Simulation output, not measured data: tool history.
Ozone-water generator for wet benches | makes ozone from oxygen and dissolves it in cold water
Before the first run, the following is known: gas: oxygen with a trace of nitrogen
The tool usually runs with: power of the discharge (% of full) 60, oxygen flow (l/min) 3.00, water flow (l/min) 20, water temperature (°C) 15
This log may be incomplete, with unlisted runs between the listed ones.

run	hour	power of the discharge (% of full)	oxygen flow (l/min)	water flow (l/min)	water temperature (°C)	dissolved ozone (ppm)	ozone in the gas ahead of the water (g/m3)
1	0.0	60	3.00	20	15	17.8	226.3
2	101.9	60	3.00	20	15	17.5	226.2
3	234.7	60	3.00	12	15	27.9	225.2
4	360.4	60	3.00	12	15	27.8	227.9
5	504.7	60	2.18	20	15	16.6	270.7
6	566.4	60	2.18	20	15	16.6	266.7
# hour 616.2: water thermometer calibrated
7	716.3	60	3.00	20	15	17.2	223.9
8	831.2	60	3.00	20	15	17.3	221.0
9	959.9	60	3.17	20	15	17.4	216.3
10	1046.1	60	3.17	20	15	17.3	213.0
11	1191.5	43	3.17	20	15	14.5	180.8
12	1335.0	60	3.00	23	15	14.4	219.1
13	1472.2	60	3.00	23	15	14.1	220.5
14	1596.9	60	3.00	23	15	14.2	219.0
15	1702.9	60	3.00	23	15	14.3	217.6
16	1831.6	60	3.00	23	15	14.2	217.1
17	1935.1	60	3.00	23	15	13.9	216.1
18	2084.2	60	3.00	24	15	13.5	215.7
19	2223.4	60	5.08	20	15	16.9	157.8
20	2363.7	78	5.08	20	15	18.8	178.8
21	2477.6	78	5.08	20	15	19.0	179.6
22	2624.8	78	5.08	20	15	19.0	179.3
# hour 2674.4: contactor cleaned
23	2773.8	78	5.08	20	15	19.9	177.0
24	2853.1	60	2.11	20	15	15.9	261.0
25	3004.4	60	1.64	20	13	15.2	296.8
26	3071.7	60	2.63	24	13	13.7	229.6
27	3196.7	60	2.63	24	13	13.6	227.0
28	3339.9	60	3.00	20	14	16.6	210.3
29	3448.6	78	3.00	16	14	23.7	236.8
30	3569.4	63	4.51	16	17	20.8	168.2
31	3636.9	63	4.51	16	17	20.4	169.0
32	3738.4	63	3.92	16	17	20.3	179.6

What will run 33 give?
33	3860.2	63	3.92	16	17	?	?

{"run 33": {"dissolved ozone (ppm)": 20.1, "ozone in the gas ahead of the water (g/m3)": 181.5}}
Had the tool carried no hidden state, the very same run would have given dissolved ozone (ppm) 24.0, ozone in the gas ahead of the water (g/m3) 213.7.
